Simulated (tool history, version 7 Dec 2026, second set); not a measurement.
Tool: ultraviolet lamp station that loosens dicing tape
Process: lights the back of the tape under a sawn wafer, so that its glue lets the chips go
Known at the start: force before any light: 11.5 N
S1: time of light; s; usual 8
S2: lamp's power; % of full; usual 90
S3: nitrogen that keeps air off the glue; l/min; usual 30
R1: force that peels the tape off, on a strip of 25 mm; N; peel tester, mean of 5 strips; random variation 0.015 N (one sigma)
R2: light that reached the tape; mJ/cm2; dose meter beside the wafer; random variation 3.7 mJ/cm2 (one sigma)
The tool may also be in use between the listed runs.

| run | day | S1 | S2 | S3 | R1 | R2 |
|---|---|---|---|---|---|---|
| 1 | 0.000 | 8 | 90 | 30 | 0.861 | 588 |
| 2 | 0.367 | 8 | 90 | 21 | 1.230 | 587 |
| 3 | 0.742 | 8 | 90 | 10 | 2.217 | 584 |
| 4 | 1.417 | 8 | 90 | 10 | 2.157 | 583 |
| 5 | 2.162 | 8 | 90 | 10 | 2.283 | 583 |
| 6 | 2.900 | 8 | 65 | 30 | 1.784 | 417 |
| 7 | 3.467 | 15 | 65 | 30 | 0.416 | 770 |
| 8 | 3.979 | 15 | 65 | 30 | 0.420 | 767 |
| 9 | 4.542 | 10 | 90 | 30 | 0.541 | 715 |
| 10 | 4.938 | 8 | 95 | 30 | 0.826 | 599 |
| 11 | 5.350 | 13 | 95 | 30 | 0.237 | 970 |
| 12 | 5.808 | 13 | 95 | 30 | 0.230 | 960 |
| 13 | 6.412 | 13 | 95 | 30 | 0.233 | 957 |
| 14 | 6.821 | 8 | 86 | 30 | 1.092 | 530 |
| 15 | 7.550 | 8 | 86 | 30 | 1.115 | 523 |
| 16 | 8.092 | 4 | 77 | 22 | 4.557 | 233 |
|  | 8.175 | window cleaned of glue's vapour |
| 17 | 8.558 | 4 | 77 | 22 | 4.594 | 231 |
| 18 | 8.867 | 7 | 90 | 33 | 1.310 | 473 |
| 19 | 9.442 | 8 | 69 | 10 | 3.666 | 411 |
|  | 9.525 | window cleaned of glue's vapour, once more |
| 20 | 10.125 | 12 | 76 | 14 | 1.118 | 725 |
| 21 | 10.792 | 12 | 76 | 14 | 1.129 | 717 |
| 22 | 11.229 | 8 | 68 | 55 | 1.112 | 427 |
| 23 | 11.567 | 15 | 97 | 12 | 0.425 | 1130 |
| 24 | 11.979 | 16 | 90 | 30 | 0.154 | 1123 |
| 25 | 12.525 | 5 | 90 | 30 | 2.394 | 347 |
| 26 | 13.121 | 5 | 78 | 54 | 2.227 | 299 |
| 27 | 13.850 | 11 | 90 | 30 | 0.450 | 763 |

Forecast each of these 3 alternatives for the next run:
| A | 14.450 | 11 | 90 | 30 | ? | ? |
| B | 14.450 | 11 | 90 | 37 | ? | ? |
| C | 14.450 | 5 | 90 | 30 | ? | ? |

| run | R1 | R2 |
|---|---|---|
| A | 0.442 | 749 |
| B | 0.358 | 752 |
| C | 2.460 | 352 |
Without the tool's hidden state the same runs would have given:
| run | R1 | R2 |
|---|---|---|
| A | 0.299 | 862 |
| B | 0.241 | 866 |
| C | 1.960 | 404 |
